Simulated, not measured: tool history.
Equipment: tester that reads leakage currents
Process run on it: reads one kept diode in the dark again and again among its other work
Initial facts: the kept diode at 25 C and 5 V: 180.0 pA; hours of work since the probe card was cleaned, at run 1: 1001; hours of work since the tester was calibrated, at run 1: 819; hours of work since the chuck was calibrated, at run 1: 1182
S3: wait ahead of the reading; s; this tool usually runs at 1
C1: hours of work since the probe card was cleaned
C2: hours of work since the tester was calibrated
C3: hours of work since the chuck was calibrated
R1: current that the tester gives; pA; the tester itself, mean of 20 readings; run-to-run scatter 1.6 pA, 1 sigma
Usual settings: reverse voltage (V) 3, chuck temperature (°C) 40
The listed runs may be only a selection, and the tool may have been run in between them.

Run 1, day 0: usual settings; C1 1001; C2 819; C3 1182. Result: R1 480.53 pA.
Run 2, day 1.058: usual settings; C1 1019; C2 837; C3 1201. Result: R1 478.78 pA.
Run 3, day 1.896: usual settings; C1 1034; C2 852; C3 1216. Result: R1 478.62 pA.
Run 4, day 3.05: usual settings; C1 1054; C2 872; C3 1236. Result: R1 478.53 pA.
Run 5, day 4.858: usual settings; C1 1086; C2 904; C3 1268. Result: R1 478.43 pA.
Run 6, day 6.592: usual settings but reverse voltage (V) 6.71; C1 1116; C2 934; C3 1298. Result: R1 622.54 pA.
Run 7, day 8.533: usual settings but chuck temperature (°C) 45; C1 1150; C2 968; C3 1332. Result: R1 702.84 pA.
Run 8, day 9.85: usual settings but reverse voltage (V) 1.64; C1 1173; C2 991; C3 1355. Result: R1 387.48 pA.
Run 9, day 11.512: usual settings but reverse voltage (V) 1.64; C1 1202; C2 1021; C3 1384. Result: R1 386.65 pA.
Run 10, day 13.296: usual settings but reverse voltage (V) 1.64; C1 1234; C2 1052; C3 1415. Result: R1 383.04 pA.
Run 11, day 15.212: usual settings but reverse voltage (V) 1.64; C1 1267; C2 1086; C3 1449. Result: R1 386.47 pA.
Run 12, day 16.092: usual settings; C1 1283; C2 1101; C3 1465. Result: R1 466.07 pA.
Run 13, day 17.288: usual settings but chuck temperature (°C) 41; C1 1304; C2 1122; C3 1485. Result: R1 504.4 pA.
Run 14, day 18.417: usual settings but chuck temperature (°C) 29, S3 0.67 s; C1 1324; C2 1142; C3 1505. Result: R1 188.48 pA.
Run 15, day 20.146: usual settings but chuck temperature (°C) 29, S3 0.67 s; C1 1354; C2 1172; C3 1536. Result: R1 187.3 pA.
Run 16, day 21.592: usual settings but reverse voltage (V) 9.16, chuck temperature (°C) 29, S3 0.67 s; C1 1379; C2 1197; C3 1561. Result: R1 276.07 pA.
Run 17, day 23.192: usual settings but reverse voltage (V) 1.4, chuck temperature (°C) 34; C1 1407; C2 1225; C3 1589. Result: R1 219.98 pA.
Run 18, day 24.292: usual settings but reverse voltage (V) 11.45, chuck temperature (°C) 41, S3 0.33 s; C1 1427; C2 1245; C3 1608. Result: R1 788.13 pA.
Run 19, day 25.946: usual settings but reverse voltage (V) 16.51, S3 6.08 s; C1 1456; C2 1274; C3 1637. Result: R1 818.11 pA.
Run 20, day 27.629: usual settings but reverse voltage (V) 3.48, chuck temperature (°C) 22, S3 6.08 s; C1 1485; C2 1303; C3 1667. Result: R1 105.44 pA.
At day 28.7: chuck's temperature calibrated.
Run 21, day 29.546: usual settings but reverse voltage (V) 3.48, chuck temperature (°C) 22, S3 6.08 s; C1 1517; C2 1335; C3 15. Result: R1 128.56 pA.
Run 22, day 31.117: usual settings but reverse voltage (V) 3.48, chuck temperature (°C) 22, S3 6.08 s; C1 1545; C2 1363; C3 42. Result: R1 127.25 pA.
Run 23, day 32.867: usual settings but reverse voltage (V) 3.48, chuck temperature (°C) 22, S3 6.08 s; C1 1575; C2 1394; C3 73. Result: R1 127.63 pA.
Run 24, day 34.679: usual settings but reverse voltage (V) 2.23, chuck temperature (°C) 45, S3 1.23 s; C1 1607; C2 1425; C3 105. Result: R1 731.23 pA.
Run 25, day 35.967: usual settings but reverse voltage (V) 2.09, chuck temperature (°C) 24, S3 0.54 s; C1 1630; C2 1448; C3 127. Result: R1 128.07 pA.
Run 26, day 37.721: usual settings but chuck temperature (°C) 44; C1 1660; C2 1479; C3 158. Result: R1 739.52 pA.

Predict each of these 3 candidate next runs independently; none follows another, all start after run 26:
Run A, day 38.542: usual settings but reverse voltage (V) 1.5; C1 1675; C2 1493; C3 173. Result: R1 ?.
Run B, day 38.542: usual settings but reverse voltage (V) 1.6, S3 1.05 s; C1 1675; C2 1493; C3 173. Result: R1 ?.
Run C, day 38.542: usual settings but reverse voltage (V) 3.76, chuck temperature (°C) 44, S3 3.09 s; C1 1675; C2 1493; C3 173. Result: R1 ?.

run      R1
  A  431.71
  B  440.51
  C  800.51
Take away the tool's hidden state, keep each run's random variation, and the runs would have read:
run      R1
  A  429.99
  B  438.68
  C  796.14
